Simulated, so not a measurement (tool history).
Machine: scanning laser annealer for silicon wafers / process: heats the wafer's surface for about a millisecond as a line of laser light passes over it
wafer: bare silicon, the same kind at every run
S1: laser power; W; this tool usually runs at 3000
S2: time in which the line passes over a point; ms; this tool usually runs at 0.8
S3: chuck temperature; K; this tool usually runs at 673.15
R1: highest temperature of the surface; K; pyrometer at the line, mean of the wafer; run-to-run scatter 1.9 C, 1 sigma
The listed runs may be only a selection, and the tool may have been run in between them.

run	hour	S1	S2	S3	R1
1	0	3000	0.8	673.15	1443.15
2	8.7	2609	0.8	673.15	1326.15
# hour 21.7: window over the wafer cleaned
3	24.2	2609	0.8	673.15	1368.15
4	34.1	3000	0.8	673.15	1488.15
5	46.4	3000	0.8	673.15	1488.15
6	54.2	3000	0.8	673.15	1483.15
7	64.1	3000	0.8	673.15	1485.15
8	77.8	3000	0.8	673.15	1486.15
9	88.5	3000	0.8	673.15	1485.15
10	102.2	3000	0.8	673.15	1481.15
11	117.3	3000	0.8	677.15	1486.15
# hour 123.9: optics aligned, line set to its width
12	133.5	3000	0.8	677.15	1478.15
13	149.1	3128	0.8	673.15	1511.15
14	167	3095	0.8	696.15	1524.15
15	182	3000	0.703	649.15	1389.15
16	193.2	2747	0.869	656.15	1412.15
17	203.6	2747	0.869	656.15	1409.15
18	219.7	3248	0.746	656.15	1493.15

Run 19 has not been measured yet. What should we expect?
# hour 234.6: optics aligned, line set to its width, once more
19	236.6	2988	0.591	673.15	?

{"run 19": {"R1": 1339.15}}
With no hidden state in the tool, this same run would have given R1 1353.15 K.
